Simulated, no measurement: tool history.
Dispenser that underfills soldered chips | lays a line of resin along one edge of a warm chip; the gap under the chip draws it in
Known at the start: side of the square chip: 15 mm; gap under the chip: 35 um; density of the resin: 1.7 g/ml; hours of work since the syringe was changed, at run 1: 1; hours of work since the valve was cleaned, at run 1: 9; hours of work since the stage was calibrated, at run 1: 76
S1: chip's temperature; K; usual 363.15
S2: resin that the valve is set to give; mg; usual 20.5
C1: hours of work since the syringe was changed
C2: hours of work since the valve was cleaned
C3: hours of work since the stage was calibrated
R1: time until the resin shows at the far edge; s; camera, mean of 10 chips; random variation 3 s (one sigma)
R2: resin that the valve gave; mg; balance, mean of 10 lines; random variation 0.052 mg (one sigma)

| run | hour | S1 | S2 | C1 | C2 | C3 | R1 | R2 |
|---|---|---|---|---|---|---|---|---|
| 1 | 0.0 | 363.15 | 20.5 | 1 | 9 | 76 | 333.8 | 20.34 |
| 2 | 8.5 | 371.15 | 20.5 | 7 | 14 | 81 | 354.7 | 20.16 |
|  | 9.4 | new syringe of resin |
| 3 | 15.8 | 371.15 | 20.5 | 4 | 19 | 86 | 297.0 | 20.03 |
|  | 20.9 | new syringe of resin |
| 4 | 22.8 | 371.15 | 20.5 | 1 | 23 | 90 | 231.4 | 20.07 |
| 5 | 28.2 | 371.15 | 20.5 | 5 | 27 | 94 | 297.7 | 19.96 |
|  | 32.6 | new syringe of resin |
| 6 | 34.3 | 363.15 | 17.6 | 1 | 30 | 97 | 330.5 | 17.09 |
| 7 | 39.5 | 363.15 | 20.5 | 5 | 34 | 101 | 409.9 | 19.88 |
| 8 | 43.4 | 363.15 | 20.5 | 7 | 36 | 103 | 493.6 | 19.77 |
|  | 44.0 | new syringe of resin |
| 9 | 50.3 | 363.15 | 20.5 | 4 | 41 | 108 | 395.1 | 19.71 |
| 10 | 54.1 | 353.15 | 19.7 | 7 | 43 | 110 | 710.5 | 18.93 |
|  | 55.8 | new syringe of resin |
| 11 | 61.2 | 363.15 | 19.0 | 4 | 47 | 115 | 386.5 | 18.11 |
|  | 66.6 | dispensing valve cleaned and set on the balance |
| 12 | 67.8 | 363.15 | 19.0 | 7 | 1 | 118 | 496.7 | 19.00 |
|  | 68.6 | new syringe of resin |
| 13 | 74.1 | 373.15 | 19.0 | 4 | 5 | 122 | 266.8 | 18.91 |
| 14 | 78.1 | 373.15 | 19.0 | 6 | 7 | 125 | 309.4 | 18.93 |
|  | 80.1 | new syringe of resin |
| 15 | 82.6 | 373.15 | 19.0 | 2 | 10 | 128 | 230.2 | 18.82 |
| 16 | 88.7 | 373.15 | 24.0 | 6 | 14 | 132 | 292.7 | 23.78 |
|  | 91.9 | new syringe of resin |
| 17 | 94.2 | 354.15 | 25.5 | 2 | 17 | 135 | 463.8 | 25.21 |
| 18 | 101.1 | 354.15 | 25.5 | 6 | 22 | 139 | 631.4 | 25.00 |

Forecast each of these 4 alternatives for the next run:
|  | 103.3 | new syringe of resin |
| A | 106.6 | 359.15 | 25.5 | 2 | 25 | 143 | ? | ? |
|  | 103.3 | new syringe of resin |
| B | 106.6 | 360.15 | 20.0 | 2 | 25 | 143 | ? | ? |
|  | 103.3 | new syringe of resin |
| C | 106.6 | 373.15 | 25.6 | 2 | 25 | 143 | ? | ? |
|  | 103.3 | new syringe of resin |
| D | 106.6 | 370.15 | 18.5 | 2 | 25 | 143 | ? | ? |

| run | R1 | R2 |
|---|---|---|
| A | 393.8 | 24.90 |
| B | 384.1 | 19.49 |
| C | 226.4 | 24.97 |
| D | 259.8 | 18.16 |
Without the tool's hidden state the same runs would have given:
| run | R1 | R2 |
|---|---|---|
| A | 349.3 | 25.50 |
| B | 339.7 | 19.96 |
| C | 200.6 | 25.57 |
| D | 229.1 | 18.59 |
